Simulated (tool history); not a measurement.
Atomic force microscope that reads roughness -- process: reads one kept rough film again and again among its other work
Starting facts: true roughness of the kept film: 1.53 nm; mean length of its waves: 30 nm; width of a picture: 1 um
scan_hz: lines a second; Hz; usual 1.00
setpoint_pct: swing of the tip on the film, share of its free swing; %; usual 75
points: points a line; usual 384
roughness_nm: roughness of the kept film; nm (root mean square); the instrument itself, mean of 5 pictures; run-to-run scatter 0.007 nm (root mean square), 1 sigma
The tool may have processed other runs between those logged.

run   hour  scan_hz  setpoint_pct  points  roughness_nm
  1    0.0     1.00            75     384         1.361
      11.3  -- new tip fitted
  2   14.2     1.00            77     384         1.447
  3   26.0     0.81            75     384         1.438
  4   42.0     1.00            75     384         1.424
  5   49.6     1.00            75     384         1.427
  6   62.1     1.00            75     384         1.420
  7   79.6     1.00            75     384         1.418
  8   89.8     1.00            75     384         1.419
  9  103.7     1.00            75     384         1.423
 10  118.6     3.19            75     384         1.351
 11  129.7     1.18            75     384         1.410
 12  141.4     1.18            75     384         1.404
 13  149.4     1.01            75     675         1.403
 14  164.7     1.66            75     384         1.373
 15  179.3     1.66            75     384         1.387
 16  197.0     1.66            75     498         1.380
 17  205.4     1.07            75     498         1.395
 18  220.3     1.07            75     498         1.380

5 ways to go on from here, each from the tool as it stands after run 18. What would each give?
  A  231.9     1.07            71     498             ?
  B  231.9     1.00            85     635             ?
  C  231.9     3.89            78     384             ?
  D  231.9     1.00            75     671             ?
  E  231.9     0.51            58     775             ?

run  roughness_nm
  A         1.405
  B         1.366
  C         1.270
  D         1.390
  E         1.414
What these runs would have given with no unlogged condition in the tool:
run  roughness_nm
  A         1.463
  B         1.424
  C         1.323
  D         1.448
  E         1.473

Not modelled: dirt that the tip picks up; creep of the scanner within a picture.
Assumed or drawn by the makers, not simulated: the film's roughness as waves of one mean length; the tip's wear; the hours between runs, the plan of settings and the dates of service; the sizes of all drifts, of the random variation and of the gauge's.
